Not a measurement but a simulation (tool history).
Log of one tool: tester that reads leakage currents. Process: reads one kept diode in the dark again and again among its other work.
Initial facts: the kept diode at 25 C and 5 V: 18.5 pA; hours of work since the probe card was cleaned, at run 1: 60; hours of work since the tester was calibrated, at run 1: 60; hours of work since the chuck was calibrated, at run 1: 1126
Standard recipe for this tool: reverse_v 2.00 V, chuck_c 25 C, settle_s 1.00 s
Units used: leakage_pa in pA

run	day	reverse_v	chuck_c	settle_s	hours of work since the probe card was cleaned	hours of work since the tester was calibrated	hours of work since the chuck was calibrated	leakage_pa
1	0.000	2.00	25	1.00	60	60	1126	12.91
2	1.354	16.49	25	1.00	82	82	1148	40.98
3	2.612	16.49	25	1.00	102	102	1168	41.13
4	4.308	16.49	25	8.92	129	129	1196	36.67
# day 5.575: chuck's temperature calibrated
5	5.596	2.00	25	0.63	149	149	0	12.96
6	6.871	2.00	25	0.63	169	169	21	12.81
7	8.279	2.00	25	0.63	192	192	43	12.93
8	10.033	2.00	25	0.63	220	220	72	12.89
9	12.188	1.05	25	8.17	255	255	106	8.60
10	14.388	5.07	25	1.13	290	290	142	20.54
11	16.454	1.50	57	1.00	323	323	175	81.94
12	17.688	5.22	37	7.04	343	343	195	44.34
13	20.167	5.22	37	0.58	383	383	235	46.97
14	21.750	1.81	22	2.32	408	408	260	9.45
15	23.871	9.48	25	7.50	443	443	294	27.05
16	25.179	9.48	25	7.50	464	464	315	27.19

Pick out some run-to-run changes in leakage_pa. Of each, how much would a tool without hidden state show as well, from the settings, what came in and chance, and how much is left for the hidden state and any gauge scatter not in both results compared?
Hidden state present: stray current of the dirty probe card, pA a volt; current scale over the true one, %; true chuck temperature over the reading, C; drift of the gauge itself on leakage_pa, %.
Run 4 -> 5: reverse_v 16.49 -> 2.00, settle_s 8.92 -> 0.63, chuck's temperature calibrated. leakage_pa -23.71 pA: hidden state -1.82, all else -21.89.
Run 10 -> 11: reverse_v 5.07 -> 1.50, chuck_c 25 -> 57, settle_s 1.13 -> 1.00. leakage_pa +61.40 pA: hidden state +0.00, all else +61.40.

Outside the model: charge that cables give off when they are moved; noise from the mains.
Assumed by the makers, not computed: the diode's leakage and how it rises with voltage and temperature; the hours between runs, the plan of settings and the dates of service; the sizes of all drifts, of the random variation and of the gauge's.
